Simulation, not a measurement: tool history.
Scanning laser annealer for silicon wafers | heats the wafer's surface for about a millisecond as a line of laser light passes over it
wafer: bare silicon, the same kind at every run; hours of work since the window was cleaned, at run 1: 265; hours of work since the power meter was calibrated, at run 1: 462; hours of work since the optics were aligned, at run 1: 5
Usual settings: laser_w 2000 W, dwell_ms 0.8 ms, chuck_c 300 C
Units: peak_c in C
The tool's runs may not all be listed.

run,hour,laser_w,dwell_ms,chuck_c,hours of work since the window was cleaned,hours of work since the power meter was calibrated,hours of work since the optics were aligned,peak_c
1,0,2000,0.8,300,265,462,5,990
2,16.1,2000,0.8,300,275,472,15,990
3,37.5,2000,0.8,300,288,485,28,986
4,68.1,2000,0.643,300,307,504,47,927
5,95.7,2000,0.831,300,324,521,64,990
6,111.9,2000,0.831,300,334,531,74,996
7,141.8,2000,0.831,300,353,549,92,994
8,161.2,2000,0.831,300,365,561,104,996
9,192.8,2000,0.831,300,384,581,124,991
10,219.9,2000,0.8,300,401,597,140,978
11,239.2,2000,0.8,340,413,609,152,1016
12,261,2000,0.8,340,426,623,166,1017
13,278.2,1901,0.617,340,437,633,176,910
14,296.5,1901,0.735,275,448,644,187,892
15,326.3,1901,0.735,275,466,663,206,888
16,343.1,1896,0.771,279,477,673,216,904

Run 17 comes next. What will it give?
17,362.2,2150,0.997,267,488,685,228,?

Run 17 gave peak_c 1066 C.
Without the tool's hidden state the same run would have given peak_c 1103 C.
